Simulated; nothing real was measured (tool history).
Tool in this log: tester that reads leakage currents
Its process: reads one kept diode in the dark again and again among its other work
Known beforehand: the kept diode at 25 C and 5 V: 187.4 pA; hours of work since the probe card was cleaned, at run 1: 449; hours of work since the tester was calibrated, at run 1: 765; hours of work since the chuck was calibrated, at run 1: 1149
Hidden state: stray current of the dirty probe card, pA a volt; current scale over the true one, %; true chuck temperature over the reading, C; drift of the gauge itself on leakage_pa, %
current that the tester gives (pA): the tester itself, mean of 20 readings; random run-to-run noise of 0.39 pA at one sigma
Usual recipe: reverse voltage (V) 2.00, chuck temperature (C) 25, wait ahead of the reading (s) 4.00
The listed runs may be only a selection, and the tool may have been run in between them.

run	day	reverse voltage (V)	chuck temperature (C)	wait ahead of the reading (s)	hours of work since the probe card was cleaned	hours of work since the tester was calibrated	hours of work since the chuck was calibrated	current that the tester gives (pA)
1	0.000	2.00	25	4.00	449	765	1149	124.14
2	1.338	2.82	25	4.00	473	789	1174	143.18
3	2.646	2.00	25	4.00	497	813	1198	124.31
4	3.883	1.93	25	4.00	520	836	1221	122.54
5	4.946	1.93	25	4.00	540	856	1240	122.43
6	6.050	1.93	25	4.00	560	876	1261	122.10
7	8.058	1.93	25	4.00	597	913	1297	122.23
8	10.033	1.93	25	4.00	633	949	1334	121.87
9	11.400	1.93	25	4.00	659	975	1359	121.17
10	12.933	1.93	25	4.00	687	1003	1387	121.73
11	14.717	1.53	25	4.00	720	1036	1420	110.30
12	16.633	1.53	25	4.00	755	1071	1455	110.69
13	18.412	8.94	25	4.00	788	1104	1488	226.04
14	20.092	2.00	25	4.00	819	1135	1519	123.31
15	21.004	2.00	25	5.42	835	1151	1536	123.19
16	21.858	2.00	25	5.42	851	1167	1551	122.44
17	23.688	2.00	25	5.42	885	1201	1585	121.72
18	25.417	2.00	25	5.42	917	1233	1617	122.64
19	26.296	2.00	25	5.42	933	1249	1633	121.97
20	27.879	2.00	44	4.00	962	1278	1662	497.73
21	29.375	3.45	44	4.00	989	1305	1690	617.52

For run 22, what comes out?
22	30.325	3.45	44	4.00	1007	1323	1707	?

current that the tester gives (pA): 618.57
With the hidden condition absent and the run-to-run variation left alone, this run would have shown current that the tester gives (pA) 657.38.
